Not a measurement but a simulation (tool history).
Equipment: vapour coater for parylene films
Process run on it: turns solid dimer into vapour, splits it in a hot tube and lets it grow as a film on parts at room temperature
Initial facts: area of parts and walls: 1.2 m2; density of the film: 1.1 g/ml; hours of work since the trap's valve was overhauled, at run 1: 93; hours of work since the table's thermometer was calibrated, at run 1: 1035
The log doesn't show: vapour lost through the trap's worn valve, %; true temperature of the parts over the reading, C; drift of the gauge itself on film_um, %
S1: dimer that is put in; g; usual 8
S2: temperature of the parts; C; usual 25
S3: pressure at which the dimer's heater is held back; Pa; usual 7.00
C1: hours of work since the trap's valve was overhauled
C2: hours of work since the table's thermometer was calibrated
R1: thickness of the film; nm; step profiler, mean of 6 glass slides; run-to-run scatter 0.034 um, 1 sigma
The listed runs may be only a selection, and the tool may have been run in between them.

{"run": 1, "hour": 0.0, "S1": 8, "S2": 25, "S3": 7.0, "C1": 93, "C2": 1035, "R1": 3350}
{"run": 2, "hour": 29.2, "S1": 8, "S2": 25, "S3": 7.0, "C1": 111, "C2": 1053, "R1": 3350}
{"run": 3, "hour": 50.6, "S1": 8, "S2": 27, "S3": 7.0, "C1": 124, "C2": 1066, "R1": 3190}
{"run": 4, "hour": 79.5, "S1": 7, "S2": 25, "S3": 7.0, "C1": 141, "C2": 1083, "R1": 2910}
{"run": 5, "hour": 113.9, "S1": 7, "S2": 37, "S3": 7.0, "C1": 162, "C2": 1104, "R1": 2260}
{"run": 6, "hour": 141.5, "S1": 8, "S2": 25, "S3": 2.25, "C1": 178, "C2": 1121, "R1": 3850}
{"run": 7, "hour": 174.4, "S1": 8, "S2": 25, "S3": 7.0, "C1": 198, "C2": 1140, "R1": 3320}
{"run": 8, "hour": 215.7, "S1": 8, "S2": 25, "S3": 7.0, "C1": 223, "C2": 1165, "R1": 3270}
{"run": 9, "hour": 235.8, "S1": 8, "S2": 25, "S3": 7.0, "C1": 235, "C2": 1177, "R1": 3340}
{"hour": 263.8, "done": "trap's valve overhauled"}
{"run": 10, "hour": 270.0, "S1": 8, "S2": 25, "S3": 2.12, "C1": 4, "C2": 1196, "R1": 3910}
{"run": 11, "hour": 309.2, "S1": 8, "S2": 25, "S3": 2.12, "C1": 27, "C2": 1219, "R1": 4020}
{"run": 12, "hour": 328.2, "S1": 8, "S2": 25, "S3": 2.12, "C1": 39, "C2": 1231, "R1": 3930}
{"run": 13, "hour": 354.0, "S1": 8, "S2": 25, "S3": 7.0, "C1": 54, "C2": 1246, "R1": 3310}
{"run": 14, "hour": 381.9, "S1": 8, "S2": 25, "S3": 7.0, "C1": 71, "C2": 1263, "R1": 3440}
{"run": 15, "hour": 413.5, "S1": 8, "S2": 25, "S3": 7.0, "C1": 90, "C2": 1282, "R1": 3390}
{"run": 16, "hour": 448.1, "S1": 8, "S2": 25, "S3": 7.0, "C1": 111, "C2": 1303, "R1": 3360}
{"run": 17, "hour": 477.8, "S1": 8, "S2": 25, "S3": 7.0, "C1": 129, "C2": 1321, "R1": 3360}
{"run": 18, "hour": 507.4, "S1": 8, "S2": 25, "S3": 7.0, "C1": 147, "C2": 1339, "R1": 3390}
{"run": 19, "hour": 526.6, "S1": 8, "S2": 25, "S3": 7.0, "C1": 158, "C2": 1350, "R1": 3330}
{"run": 20, "hour": 562.2, "S1": 8, "S2": 25, "S3": 7.0, "C1": 180, "C2": 1372, "R1": 3400}
{"run": 21, "hour": 596.6, "S1": 8, "S2": 25, "S3": 7.0, "C1": 201, "C2": 1393, "R1": 3360}
{"run": 22, "hour": 621.3, "S1": 8, "S2": 25, "S3": 7.0, "C1": 216, "C2": 1408, "R1": 3370}
{"run": 23, "hour": 645.8, "S1": 8, "S2": 18, "S3": 7.0, "C1": 230, "C2": 1422, "R1": 3940}
{"run": 24, "hour": 676.2, "S1": 8, "S2": 18, "S3": 7.0, "C1": 249, "C2": 1441, "R1": 3900}
{"hour": 683.9, "done": "trap's valve overhauled"}
{"run": 25, "hour": 724.1, "S1": 12, "S2": 30, "S3": 2.95, "C1": 24, "C2": 1467, "R1": 5040}
{"run": 26, "hour": 746.7, "S1": 5, "S2": 21, "S3": 7.38, "C1": 38, "C2": 1481, "R1": 2280}
{"run": 27, "hour": 774.5, "S1": 12, "S2": 21, "S3": 2.84, "C1": 55, "C2": 1498, "R1": 6170}
{"run": 28, "hour": 813.8, "S1": 5, "S2": 35, "S3": 3.61, "C1": 78, "C2": 1521, "R1": 1870}
{"run": 29, "hour": 833.3, "S1": 5, "S2": 22, "S3": 3.61, "C1": 90, "C2": 1533, "R1": 2460}
{"run": 30, "hour": 862.4, "S1": 5, "S2": 30, "S3": 3.84, "C1": 108, "C2": 1551, "R1": 2070}
{"run": 31, "hour": 906.4, "S1": 5, "S2": 30, "S3": 9.63, "C1": 134, "C2": 1577, "R1": 1810}
{"run": 32, "hour": 943.4, "S1": 8, "S2": 34, "S3": 9.03, "C1": 156, "C2": 1599, "R1": 2640}
{"run": 33, "hour": 966.6, "S1": 8, "S2": 34, "S3": 9.03, "C1": 170, "C2": 1613, "R1": 2660}
{"run": 34, "hour": 989.0, "S1": 8, "S2": 34, "S3": 9.03, "C1": 184, "C2": 1627, "R1": 2680}
{"run": 35, "hour": 1033.0, "S1": 6, "S2": 34, "S3": 7.62, "C1": 211, "C2": 1653, "R1": 2030}
{"run": 36, "hour": 1069.1, "S1": 6, "S2": 34, "S3": 7.62, "C1": 232, "C2": 1675, "R1": 2030}
{"hour": 1104.3, "done": "trap's valve overhauled"}
{"run": 37, "hour": 1109.2, "S1": 3, "S2": 29, "S3": 2.19, "C1": 3, "C2": 1697, "R1": 1350}
{"run": 38, "hour": 1139.3, "S1": 8, "S2": 29, "S3": 7.0, "C1": 21, "C2": 1715, "R1": 3060}
{"run": 39, "hour": 1180.8, "S1": 7, "S2": 18, "S3": 4.59, "C1": 46, "C2": 1740, "R1": 3670}
{"run": 40, "hour": 1217.4, "S1": 7, "S2": 18, "S3": 4.59, "C1": 68, "C2": 1762, "R1": 3600}
{"run": 41, "hour": 1254.3, "S1": 6, "S2": 25, "S3": 5.32, "C1": 90, "C2": 1785, "R1": 2640}
{"hour": 1277.1, "done": "table's thermometer calibrated"}
{"run": 42, "hour": 1289.9, "S1": 6, "S2": 25, "S3": 5.32, "C1": 111, "C2": 8, "R1": 2590}
{"run": 43, "hour": 1326.3, "S1": 6, "S2": 25, "S3": 5.32, "C1": 133, "C2": 30, "R1": 2570}

Take each entry between the runs: how does the hidden state at the last listed run before it differ from the hidden state at the first listed run after it?
After run 9, before run 10: trap's valve overhauled (hour 263.8)
  vapour lost through the trap's worn valve, %: 0.7 -> 0
After run 24, before run 25: trap's valve overhauled (hour 683.9)
  vapour lost through the trap's worn valve, %: 0.7 -> 0.1
After run 36, before run 37: trap's valve overhauled (hour 1104.3)
  vapour lost through the trap's worn valve, %: 0.7 -> 0
After run 41, before run 42: table's thermometer calibrated (hour 1277.1)
  true temperature of the parts over the reading, C: -0.03 -> 0.02
